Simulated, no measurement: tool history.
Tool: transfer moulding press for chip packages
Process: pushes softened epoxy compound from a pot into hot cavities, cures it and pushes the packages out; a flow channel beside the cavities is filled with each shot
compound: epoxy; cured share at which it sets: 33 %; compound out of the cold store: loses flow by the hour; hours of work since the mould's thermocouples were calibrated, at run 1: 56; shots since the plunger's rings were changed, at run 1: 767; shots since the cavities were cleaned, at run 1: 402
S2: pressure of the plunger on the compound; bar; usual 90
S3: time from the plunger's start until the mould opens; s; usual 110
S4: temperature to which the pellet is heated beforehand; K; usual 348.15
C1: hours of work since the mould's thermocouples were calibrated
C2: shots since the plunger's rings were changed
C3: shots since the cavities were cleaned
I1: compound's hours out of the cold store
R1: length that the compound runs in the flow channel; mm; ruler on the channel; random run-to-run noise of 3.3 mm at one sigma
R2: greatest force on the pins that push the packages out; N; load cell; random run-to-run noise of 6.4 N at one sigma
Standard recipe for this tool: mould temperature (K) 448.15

run 1 hour=0 | mould_temperature_(K)=448.15 S2=90 S3=110 S4=348.15 | C1=56 C2=767 C3=402 | I1=32.3 | R1=721 R2=332
run 2 hour=8.4 | mould_temperature_(K)=448.15 S2=90 S3=124 S4=348.15 | C1=61 C2=845 C3=480 | I1=26.1 | R1=741 R2=339
run 3 hour=18.8 | mould_temperature_(K)=448.15 S2=90 S3=110 S4=348.15 | C1=66 C2=942 C3=577 | I1=37 | R1=701 R2=369
run 4 hour=31.1 | mould_temperature_(K)=446.15 S2=90 S3=110 S4=348.15 | C1=73 C2=1057 C3=692 | I1=25.1 | R1=742 R2=397
run 5 hour=37.1 | mould_temperature_(K)=446.15 S2=90 S3=110 S4=348.15 | C1=76 C2=1113 C3=748 | I1=12.3 | R1=780 R2=399
run 6 hour=49.6 | mould_temperature_(K)=446.15 S2=90 S3=110 S4=348.15 | C1=83 C2=1229 C3=864 | I1=39.5 | R1=702 R2=404
-- hour=54.3 cavities cleaned with cleaning compound and waxed
run 7 hour=60 | mould_temperature_(K)=448.15 S2=90 S3=110 S4=348.15 | C1=88 C2=1312 C3=53 | I1=15.6 | R1=763 R2=500
run 8 hour=71.7 | mould_temperature_(K)=448.15 S2=90 S3=110 S4=348.15 | C1=94 C2=1420 C3=161 | I1=9.5 | R1=775 R2=489
run 9 hour=79.6 | mould_temperature_(K)=448.15 S2=107.3 S3=110 S4=348.15 | C1=98 C2=1494 C3=235 | I1=17.8 | R1=824 R2=489
-- hour=86.1 cavities cleaned with cleaning compound and waxed, once more
run 10 hour=88.6 | mould_temperature_(K)=448.15 S2=107.3 S3=110 S4=348.15 | C1=102 C2=1564 C3=24 | I1=27.4 | R1=796 R2=243
run 11 hour=97 | mould_temperature_(K)=448.15 S2=90 S3=110 S4=348.15 | C1=107 C2=1642 C3=102 | I1=44.9 | R1=680 R2=282
run 12 hour=103.1 | mould_temperature_(K)=448.15 S2=90 S3=110 S4=348.15 | C1=110 C2=1699 C3=159 | I1=12.5 | R1=773 R2=290
run 13 hour=111.6 | mould_temperature_(K)=448.15 S2=96.8 S3=110 S4=348.15 | C1=115 C2=1778 C3=238 | I1=10.4 | R1=811 R2=299
run 14 hour=118.4 | mould_temperature_(K)=448.15 S2=90 S3=110 S4=348.15 | C1=118 C2=1841 C3=301 | I1=32.4 | R1=706 R2=322
run 15 hour=126.3 | mould_temperature_(K)=453.15 S2=90 S3=110 S4=348.15 | C1=122 C2=1915 C3=375 | I1=14.7 | R1=746 R2=317
run 16 hour=136.4 | mould_temperature_(K)=441.15 S2=82.2 S3=91 S4=347.15 | C1=128 C2=2009 C3=469 | I1=12.6 | R1=749 R2=670
run 17 hour=145.4 | mould_temperature_(K)=442.15 S2=90 S3=110 S4=348.15 | C1=133 C2=2093 C3=553 | I1=12.8 | R1=773 R2=436
run 18 hour=155.3 | mould_temperature_(K)=450.15 S2=93.9 S3=113 S4=345.15 | C1=138 C2=2185 C3=645 | I1=15.8 | R1=768 R2=363
run 19 hour=167.9 | mould_temperature_(K)=450.15 S2=93.9 S3=113 S4=345.15 | C1=145 C2=2302 C3=762 | I1=28.5 | R1=728 R2=370
run 20 hour=179.1 | mould_temperature_(K)=454.15 S2=100.9 S3=96 S4=358.15 | C1=151 C2=2407 C3=867 | I1=12.2 | R1=789 R2=374
-- hour=184.3 cavities cleaned with cleaning compound and waxed
run 21 hour=190.9 | mould_temperature_(K)=441.15 S2=89.8 S3=100 S4=350.15 | C1=156 C2=2502 C3=61 | I1=36.4 | R1=707 R2=408
run 22 hour=201 | mould_temperature_(K)=451.15 S2=103.1 S3=116 S4=351.15 | C1=162 C2=2597 C3=156 | I1=41.7 | R1=722 R2=284
run 23 hour=210.9 | mould_temperature_(K)=451.15 S2=103.1 S3=116 S4=351.15 | C1=167 C2=2688 C3=247 | I1=20.6 | R1=782 R2=294
run 24 hour=219.5 | mould_temperature_(K)=451.15 S2=103.1 S3=116 S4=351.15 | C1=172 C2=2769 C3=328 | I1=20.2 | R1=780 R2=300
run 25 hour=229.9 | mould_temperature_(K)=449.15 S2=101.4 S3=110 S4=348.15 | C1=177 C2=2865 C3=424 | I1=43.6 | R1=715 R2=326
run 26 hour=240.5 | mould_temperature_(K)=449.15 S2=106.9 S3=114 S4=348.15 | C1=183 C2=2964 C3=523 | I1=47 | R1=724 R2=349
run 27 hour=248.9 | mould_temperature_(K)=448.15 S2=80 S3=110 S4=355.15 | C1=188 C2=3042 C3=601 | I1=24.2 | R1=677 R2=370
run 28 hour=256.7 | mould_temperature_(K)=446.15 S2=90 S3=110 S4=348.15 | C1=192 C2=3115 C3=674 | I1=9 | R1=768 R2=395

Branching from run 28: 5 alternative next runs. What would each branch give?
run A hour=264.2 | mould_temperature_(K)=441.15 S2=90 S3=110 S4=348.15 | C1=196 C2=3184 C3=743 | I1=24.4 | R1=? R2=?
run B hour=264.2 | mould_temperature_(K)=441.15 S2=90 S3=110 S4=348.15 | C1=196 C2=3184 C3=743 | I1=47.2 | R1=? R2=?
run C hour=264.2 | mould_temperature_(K)=447.15 S2=79.3 S3=110 S4=354.15 | C1=196 C2=3184 C3=743 | I1=45.8 | R1=? R2=?
run D hour=264.2 | mould_temperature_(K)=453.15 S2=79.3 S3=133 S4=348.15 | C1=196 C2=3184 C3=743 | I1=27 | R1=? R2=?
run E hour=264.2 | mould_temperature_(K)=449.15 S2=103.2 S3=110 S4=358.15 | C1=196 C2=3184 C3=743 | I1=41.2 | R1=? R2=?

run=A R1=737 R2=488
run=B R1=675 R2=472
run=C R1=624 R2=388
run=D R1=669 R2=336
run=E R1=728 R2=377
Had the tool no hidden state, the same runs would have come out as:
run=A R1=770 R2=311
run=B R1=705 R2=303
run=C R1=652 R2=253
run=D R1=699 R2=219
run=E R1=760 R2=246
